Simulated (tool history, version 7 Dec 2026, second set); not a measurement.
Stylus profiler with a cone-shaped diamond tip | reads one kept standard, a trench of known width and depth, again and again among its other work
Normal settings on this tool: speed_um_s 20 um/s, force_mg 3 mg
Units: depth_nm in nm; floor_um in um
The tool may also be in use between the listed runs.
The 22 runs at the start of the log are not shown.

run 23 hour=373.3 | speed_um_s=23 force_mg=3 | depth_nm=506.51 floor_um=96.84
run 24 hour=396.1 | speed_um_s=10 force_mg=1.14 | depth_nm=503.16 floor_um=96.81
run 25 hour=414.2 | speed_um_s=12 force_mg=7.68 | depth_nm=512.08 floor_um=96.81
run 26 hour=424.3 | speed_um_s=12 force_mg=7.68 | depth_nm=512.09 floor_um=96.78
run 27 hour=438.2 | speed_um_s=15 force_mg=1.81 | depth_nm=504.44 floor_um=96.7
run 28 hour=452.9 | speed_um_s=20 force_mg=4.98 | depth_nm=509.21 floor_um=96.69
run 29 hour=466.9 | speed_um_s=51 force_mg=3 | depth_nm=506.25 floor_um=96.45
run 30 hour=479.5 | speed_um_s=29 force_mg=7.82 | depth_nm=512.1 floor_um=96.59
run 31 hour=502.8 | speed_um_s=29 force_mg=7.82 | depth_nm=512.02 floor_um=96.58
run 32 hour=516.5 | speed_um_s=29 force_mg=7.82 | depth_nm=512.11 floor_um=96.56
run 33 hour=539.3 | speed_um_s=7 force_mg=1.53 | depth_nm=503.94 floor_um=96.52
run 34 hour=550.9 | speed_um_s=16 force_mg=5.29 | depth_nm=509.39 floor_um=96.43
run 35 hour=562.7 | speed_um_s=41 force_mg=5.18 | depth_nm=509.25 floor_um=96.34
run 36 hour=573.2 | speed_um_s=41 force_mg=5.18 | depth_nm=509 floor_um=96.3
run 37 hour=591.9 | speed_um_s=41 force_mg=5.18 | depth_nm=509.15 floor_um=96.33
run 38 hour=615.2 | speed_um_s=7 force_mg=6.28 | depth_nm=510.2 floor_um=96.34
run 39 hour=635.2 | speed_um_s=7 force_mg=6.28 | depth_nm=510.3 floor_um=96.29
run 40 hour=656 | speed_um_s=14 force_mg=1 | depth_nm=502.9 floor_um=96.15
run 41 hour=665.7 | speed_um_s=47 force_mg=1.15 | depth_nm=503.09 floor_um=95.95
run 42 hour=685 | speed_um_s=10 force_mg=6.02 | depth_nm=509.64 floor_um=96.15
run 43 hour=695.4 | speed_um_s=10 force_mg=6.02 | depth_nm=509.88 floor_um=96.13
run 44 hour=714.6 | speed_um_s=10 force_mg=6.02 | depth_nm=509.74 floor_um=96.12
run 45 hour=726.2 | speed_um_s=9 force_mg=3.17 | depth_nm=506.28 floor_um=96.06

Forecast each of these 4 alternatives for the next run:
run A hour=740.5 | speed_um_s=9 force_mg=1.4 | depth_nm=? floor_um=?
run B hour=740.5 | speed_um_s=59 force_mg=8.17 | depth_nm=? floor_um=?
run C hour=740.5 | speed_um_s=15 force_mg=1.94 | depth_nm=? floor_um=?
run D hour=740.5 | speed_um_s=57 force_mg=7.28 | depth_nm=? floor_um=?

run=A depth_nm=503.41 floor_um=95.97
run=B depth_nm=512.04 floor_um=95.92
run=C depth_nm=504.38 floor_um=96
run=D depth_nm=511.3 floor_um=95.9
Without the tool's hidden state the same runs would have given:
run=A depth_nm=503.83 floor_um=96.89
run=B depth_nm=512.46 floor_um=96.85
run=C depth_nm=504.79 floor_um=96.92
run=D depth_nm=511.72 floor_um=96.82

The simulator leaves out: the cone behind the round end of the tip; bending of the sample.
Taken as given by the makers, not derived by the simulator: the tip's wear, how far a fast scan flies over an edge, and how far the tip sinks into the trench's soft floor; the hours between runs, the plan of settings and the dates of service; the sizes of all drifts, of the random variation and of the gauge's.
